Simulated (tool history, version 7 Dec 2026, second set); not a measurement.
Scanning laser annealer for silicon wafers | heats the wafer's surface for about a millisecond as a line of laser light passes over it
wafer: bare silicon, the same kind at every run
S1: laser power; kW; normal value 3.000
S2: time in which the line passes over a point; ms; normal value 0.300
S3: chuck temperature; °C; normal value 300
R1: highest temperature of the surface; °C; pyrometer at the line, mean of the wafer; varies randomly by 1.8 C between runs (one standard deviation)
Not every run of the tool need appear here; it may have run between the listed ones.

run,hour,S1,S2,S3,R1
1,0.0,3.000,0.300,300,991
2,81.2,3.000,0.300,300,983
3,124.7,3.000,0.300,300,981
4,171.3,3.000,0.300,300,981
5,215.1,3.000,0.300,285,968
6,270.7,3.000,0.300,285,964
7,343.3,3.000,0.300,285,964
8,397.4,3.000,0.300,300,972
9,479.8,3.000,0.300,300,971
10,569.7,3.000,0.300,279,948
11,612.5,3.000,0.300,279,947
# hour 623.9: optics aligned, line set to its width
12,677.4,3.000,0.300,294,954
13,732.1,3.000,0.300,294,951
14,782.4,3.000,0.212,300,851
15,840.1,3.220,0.296,328,1028
# hour 907.0: window over the wafer cleaned
16,908.1,3.220,0.296,328,1070
# hour 929.7: optics aligned, line set to its width, once more
17,1010.7,3.220,0.351,328,1140
18,1087.0,3.220,0.351,328,1139
19,1139.9,3.220,0.351,328,1132
20,1234.6,3.220,0.277,328,1039
21,1278.8,3.220,0.277,328,1038
22,1338.9,3.220,0.277,274,981
23,1427.1,3.220,0.298,274,1006
24,1512.6,3.220,0.243,314,972
25,1580.6,2.650,0.300,309,894
26,1674.0,2.552,0.300,272,831
27,1756.9,3.098,0.274,272,930
28,1844.2,2.973,0.270,282,906

Branching from run 28: 3 alternative next runs. What would each branch give?
A,1923.5,3.000,0.281,300,?
B,1923.5,2.841,0.283,285,?
C,1923.5,2.973,0.312,316,?

run,R1
A,937
B,889
C,982
With the hidden condition removed and each run's random variation left untouched, the same runs would have given:
run,R1
A,979
B,929
C,1027
